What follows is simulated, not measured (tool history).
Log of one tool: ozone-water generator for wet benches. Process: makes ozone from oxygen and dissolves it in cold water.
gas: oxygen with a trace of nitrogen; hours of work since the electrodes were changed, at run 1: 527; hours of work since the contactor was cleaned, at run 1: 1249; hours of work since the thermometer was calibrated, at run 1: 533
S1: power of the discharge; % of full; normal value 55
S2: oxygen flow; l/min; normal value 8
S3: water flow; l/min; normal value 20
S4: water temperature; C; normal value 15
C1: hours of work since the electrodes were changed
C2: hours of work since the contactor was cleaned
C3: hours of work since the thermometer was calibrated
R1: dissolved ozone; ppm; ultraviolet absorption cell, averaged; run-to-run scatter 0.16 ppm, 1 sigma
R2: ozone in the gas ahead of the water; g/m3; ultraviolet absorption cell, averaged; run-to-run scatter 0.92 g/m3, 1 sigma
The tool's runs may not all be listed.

{"run": 1, "hour": 0.0, "S1": 55, "S2": 8, "S3": 20, "S4": 15, "C1": 527, "C2": 1249, "C3": 533, "R1": 20, "R2": 150.9}
{"run": 2, "hour": 40.7, "S1": 55, "S2": 8, "S3": 20, "S4": 15, "C1": 563, "C2": 1285, "C3": 570, "R1": 19.6, "R2": 154.1}
{"run": 3, "hour": 65.2, "S1": 55, "S2": 8, "S3": 20, "S4": 15, "C1": 585, "C2": 1307, "C3": 592, "R1": 19.5, "R2": 150.6}
{"run": 4, "hour": 83.7, "S1": 55, "S2": 8, "S3": 20, "S4": 15, "C1": 602, "C2": 1323, "C3": 608, "R1": 19.8, "R2": 151.5}
{"run": 5, "hour": 120.5, "S1": 55, "S2": 8, "S3": 13, "S4": 15, "C1": 634, "C2": 1356, "C3": 641, "R1": 27.3, "R2": 151.6}
{"run": 6, "hour": 145.1, "S1": 55, "S2": 8, "S3": 13, "S4": 15, "C1": 656, "C2": 1378, "C3": 663, "R1": 27.2, "R2": 150.7}
{"run": 7, "hour": 182.1, "S1": 55, "S2": 8, "S3": 20, "S4": 11, "C1": 689, "C2": 1411, "C3": 696, "R1": 21.1, "R2": 151}
{"hour": 187.9, "done": "contactor cleaned"}
{"run": 8, "hour": 203.8, "S1": 55, "S2": 8, "S3": 20, "S4": 15, "C1": 705, "C2": 14, "C3": 711, "R1": 19.3, "R2": 152.1}
{"run": 9, "hour": 241.1, "S1": 55, "S2": 8, "S3": 20, "S4": 15, "C1": 738, "C2": 47, "C3": 745, "R1": 19.7, "R2": 151.1}
{"hour": 265.8, "done": "contactor cleaned, once more"}
{"run": 10, "hour": 274.4, "S1": 57, "S2": 8, "S3": 20, "S4": 15, "C1": 764, "C2": 8, "C3": 771, "R1": 20.2, "R2": 155.1}
{"run": 11, "hour": 312.9, "S1": 42, "S2": 10.34, "S3": 19, "S4": 13, "C1": 799, "C2": 42, "C3": 805, "R1": 18.6, "R2": 118.9}
{"run": 12, "hour": 352.8, "S1": 55, "S2": 5.44, "S3": 27, "S4": 15, "C1": 834, "C2": 77, "C3": 841, "R1": 13.8, "R2": 177}
{"run": 13, "hour": 373.3, "S1": 55, "S2": 5.44, "S3": 28, "S4": 15, "C1": 852, "C2": 96, "C3": 859, "R1": 13.3, "R2": 177.2}
{"run": 14, "hour": 395.7, "S1": 55, "S2": 12.3, "S3": 30, "S4": 15, "C1": 872, "C2": 116, "C3": 879, "R1": 14, "R2": 126.5}
{"run": 15, "hour": 436.6, "S1": 55, "S2": 12.3, "S3": 14, "S4": 15, "C1": 909, "C2": 152, "C3": 915, "R1": 24.9, "R2": 126.5}
{"run": 16, "hour": 458.9, "S1": 55, "S2": 7.27, "S3": 15, "S4": 15, "C1": 929, "C2": 172, "C3": 935, "R1": 24.6, "R2": 157.2}

Branching from run 16: 4 alternative next runs. What would each branch give?
{"run": "A", "hour": 480.1, "S1": 91, "S2": 8, "S3": 20, "S4": 15, "C1": 948, "C2": 191, "C3": 954, "R1": "?", "R2": "?"}
{"run": "B", "hour": 480.1, "S1": 91, "S2": 8, "S3": 20, "S4": 15, "C1": 948, "C2": 191, "C3": 954, "R1": "?", "R2": "?"}
{"run": "C", "hour": 480.1, "S1": 73, "S2": 5.23, "S3": 23, "S4": 15, "C1": 948, "C2": 191, "C3": 954, "R1": "?", "R2": "?"}
{"run": "D", "hour": 480.1, "S1": 41, "S2": 9.06, "S3": 20, "S4": 7, "C1": 948, "C2": 191, "C3": 954, "R1": "?", "R2": "?"}

run=A R1=25.7 R2=199.5
run=B R1=25.7 R2=198
run=C R1=19 R2=206.8
run=D R1=19.3 R2=121.9
With no hidden state in the tool, these same runs would have given:
run=A R1=26.9 R2=205.9
run=B R1=26.9 R2=204.3
run=C R1=19.8 R2=212.7
run=D R1=19.9 R2=124.3
